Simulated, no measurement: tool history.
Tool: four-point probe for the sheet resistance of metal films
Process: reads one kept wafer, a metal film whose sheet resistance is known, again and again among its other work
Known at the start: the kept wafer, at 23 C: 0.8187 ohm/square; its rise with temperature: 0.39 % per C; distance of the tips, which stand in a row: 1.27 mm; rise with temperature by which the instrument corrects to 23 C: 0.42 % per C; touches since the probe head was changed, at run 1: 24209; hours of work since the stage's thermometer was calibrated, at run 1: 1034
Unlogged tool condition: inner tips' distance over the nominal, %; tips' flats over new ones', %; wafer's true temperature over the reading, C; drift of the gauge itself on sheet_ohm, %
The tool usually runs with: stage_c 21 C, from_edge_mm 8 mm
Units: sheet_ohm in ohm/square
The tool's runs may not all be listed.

run	hour	stage_c	from_edge_mm	touches since the probe head was changed	hours of work since the stage's thermometer was calibrated	sheet_ohm
1	0.0	21	8	24209	1034	0.831947
2	57.0	21	8	28113	1079	0.831738
3	111.1	21	8	31821	1122	0.832135
4	180.9	21	8	36605	1178	0.832193
5	307.9	35	8	45302	1279	0.829692
6	368.6	35	8	49457	1327	0.830008
7	439.9	19	8	54343	1384	0.833897
8	533.2	19	19	60733	1458	0.825000
9	618.5	18	8	66580	1526	0.834541
10	735.0	18	8	74557	1619	0.835106
11	823.6	18	8	80631	1689	0.835632
12	940.4	18	8	88631	1782	0.835745
13	1003.1	18	8	92928	1832	0.835754
14	1060.4	21	21	96849	1878	0.826202
# hour 1085.0: new probe head fitted
15	1138.1	21	4	3640	1939	0.864070
16	1231.0	30	8	9999	2012	0.831334
17	1345.4	30	8	17841	2104	0.831870
18	1418.2	21	46	22827	2161	0.823127
19	1523.1	21	59	30009	2245	0.823286
20	1648.7	19	12	38619	2345	0.829216
21	1719.1	29	12	43441	2401	0.827167
22	1844.8	23	30	52049	2501	0.824458
23	1922.6	24	5	57381	2563	0.851713
# hour 1980.4: stage's thermometer calibrated
24	2005.5	24	5	63022	20	0.850667
25	2130.2	19	24	71570	119	0.825706
26	2188.2	33	11	75538	165	0.827666
27	2278.3	33	11	81714	237	0.827896
28	2331.7	25	32	85374	280	0.824633
29	2420.1	25	15	91426	350	0.827532

Consider 5 possible next runs. They are alternatives, not a sequence: every one starts from the tool as it was left by run 29. What does each give?
A	2481.2	23	10	95615	398	?
B	2481.2	34	11	95615	398	?
C	2481.2	31	15	95615	398	?
D	2481.2	28	6	95615	398	?
E	2481.2	25	13	95615	398	?

run	sheet_ohm
A	0.832068
B	0.828644
C	0.826319
D	0.842781
E	0.828644
The same runs, with their run-to-run variation unchanged, on a tool lacking any hidden condition would have given:
run	sheet_ohm
A	0.825812
B	0.822427
C	0.820115
D	0.836458
E	0.822415

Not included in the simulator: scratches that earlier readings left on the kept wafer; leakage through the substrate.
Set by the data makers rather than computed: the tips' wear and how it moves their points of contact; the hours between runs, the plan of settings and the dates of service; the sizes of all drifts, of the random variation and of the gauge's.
